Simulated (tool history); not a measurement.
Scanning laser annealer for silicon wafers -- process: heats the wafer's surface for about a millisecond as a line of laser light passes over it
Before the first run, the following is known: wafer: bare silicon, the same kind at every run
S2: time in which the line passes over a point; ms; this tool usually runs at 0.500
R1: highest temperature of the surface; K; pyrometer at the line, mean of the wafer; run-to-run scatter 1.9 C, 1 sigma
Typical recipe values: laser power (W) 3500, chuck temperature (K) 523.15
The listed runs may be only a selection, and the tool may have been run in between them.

run 1 hour=0.0 | laser_power_(W)=3500 S2=0.500 chuck_temperature_(K)=523.15 | R1=1312.15
run 2 hour=54.5 | laser_power_(W)=3500 S2=0.500 chuck_temperature_(K)=523.15 | R1=1361.15
run 3 hour=85.1 | laser_power_(W)=3500 S2=0.420 chuck_temperature_(K)=523.15 | R1=1285.15
run 4 hour=132.7 | laser_power_(W)=3500 S2=0.420 chuck_temperature_(K)=523.15 | R1=1280.15
run 5 hour=177.2 | laser_power_(W)=3500 S2=0.500 chuck_temperature_(K)=523.15 | R1=1349.15
run 6 hour=206.5 | laser_power_(W)=3500 S2=0.500 chuck_temperature_(K)=523.15 | R1=1347.15
run 7 hour=246.2 | laser_power_(W)=3500 S2=0.500 chuck_temperature_(K)=523.15 | R1=1345.15
run 8 hour=292.8 | laser_power_(W)=3500 S2=0.500 chuck_temperature_(K)=523.15 | R1=1342.15
run 9 hour=344.7 | laser_power_(W)=3500 S2=0.500 chuck_temperature_(K)=523.15 | R1=1339.15
run 10 hour=368.8 | laser_power_(W)=3115 S2=0.500 chuck_temperature_(K)=523.15 | R1=1245.15
run 11 hour=415.8 | laser_power_(W)=3115 S2=0.500 chuck_temperature_(K)=523.15 | R1=1241.15
run 12 hour=439.4 | laser_power_(W)=3115 S2=0.500 chuck_temperature_(K)=523.15 | R1=1239.15
run 13 hour=463.2 | laser_power_(W)=3500 S2=0.500 chuck_temperature_(K)=523.15 | R1=1331.15
run 14 hour=514.0 | laser_power_(W)=3500 S2=0.500 chuck_temperature_(K)=523.15 | R1=1327.15
run 15 hour=564.5 | laser_power_(W)=3500 S2=0.500 chuck_temperature_(K)=523.15 | R1=1363.15
run 16 hour=605.7 | laser_power_(W)=3500 S2=0.360 chuck_temperature_(K)=523.15 | R1=1225.15
run 17 hour=641.4 | laser_power_(W)=3500 S2=0.360 chuck_temperature_(K)=523.15 | R1=1224.15
run 18 hour=674.9 | laser_power_(W)=3500 S2=0.500 chuck_temperature_(K)=523.15 | R1=1352.15
run 19 hour=720.3 | laser_power_(W)=3500 S2=0.500 chuck_temperature_(K)=523.15 | R1=1351.15
run 20 hour=767.0 | laser_power_(W)=3037 S2=0.468 chuck_temperature_(K)=531.15 | R1=1218.15
run 21 hour=805.0 | laser_power_(W)=3113 S2=0.368 chuck_temperature_(K)=556.15 | R1=1173.15
run 22 hour=842.3 | laser_power_(W)=3530 S2=0.500 chuck_temperature_(K)=523.15 | R1=1348.15
run 23 hour=881.8 | laser_power_(W)=3283 S2=0.500 chuck_temperature_(K)=492.15 | R1=1261.15
run 24 hour=927.1 | laser_power_(W)=3500 S2=0.373 chuck_temperature_(K)=511.15 | R1=1204.15
run 25 hour=970.8 | laser_power_(W)=2978 S2=0.618 chuck_temperature_(K)=523.15 | R1=1288.15
run 26 hour=1007.1 | laser_power_(W)=2978 S2=0.618 chuck_temperature_(K)=523.15 | R1=1290.15
run 27 hour=1043.2 | laser_power_(W)=3662 S2=0.572 chuck_temperature_(K)=548.15 | R1=1453.15
run 28 hour=1094.5 | laser_power_(W)=3145 S2=0.466 chuck_temperature_(K)=547.15 | R1=1276.15
run 29 hour=1120.9 | laser_power_(W)=3677 S2=0.516 chuck_temperature_(K)=523.15 | R1=1418.15
run 30 hour=1151.9 | laser_power_(W)=3677 S2=0.516 chuck_temperature_(K)=523.15 | R1=1419.15
run 31 hour=1199.2 | laser_power_(W)=3500 S2=0.456 chuck_temperature_(K)=503.15 | R1=1290.15
run 32 hour=1245.3 | laser_power_(W)=3584 S2=0.493 chuck_temperature_(K)=508.15 | R1=1353.15
run 33 hour=1280.4 | laser_power_(W)=3815 S2=0.500 chuck_temperature_(K)=554.15 | R1=1455.15
run 34 hour=1325.0 | laser_power_(W)=3815 S2=0.500 chuck_temperature_(K)=554.15 | R1=1449.15
run 35 hour=1349.8 | laser_power_(W)=3760 S2=0.393 chuck_temperature_(K)=521.15 | R1=1297.15

Removed from this log: 4 entries logged between the listed runs. Between which two listed runs does each belong, and how does the tool's hidden state at the listed run before it compare with that at the listed run after it?
Runs 1 to 2: optics aligned, line set to its width (hour 20.8); window over the wafer cleaned (hour 30.0)
  light that passes the window, % of a clean one's: 94.9 -> 99.64; laser's true power over the reading, %: 0.33 -> 0.35; width of the line over the set one, %: 2 -> 0.02
  the result without the hidden state subtracted from the measured one, R1: -48.00 -> +0.00 K
Runs 14 to 15: window over the wafer cleaned (hour 556.5)
  light that passes the window, % of a clean one's: 95.41 -> 99.87; laser's true power over the reading, %: 0.52 -> 0.54; width of the line over the set one, %: 0.34 -> 0.37
  the result without the hidden state subtracted from the measured one, R1: -36.00 -> +2.00 K
Runs 27 to 28: window over the wafer cleaned (hour 1081.7)
  light that passes the window, % of a clean one's: 95.54 -> 99.81; laser's true power over the reading, %: 0.72 -> 0.74; width of the line over the set one, %: 0.71 -> 0.74
  the result without the hidden state subtracted from the measured one, R1: -39.00 -> +1.00 K
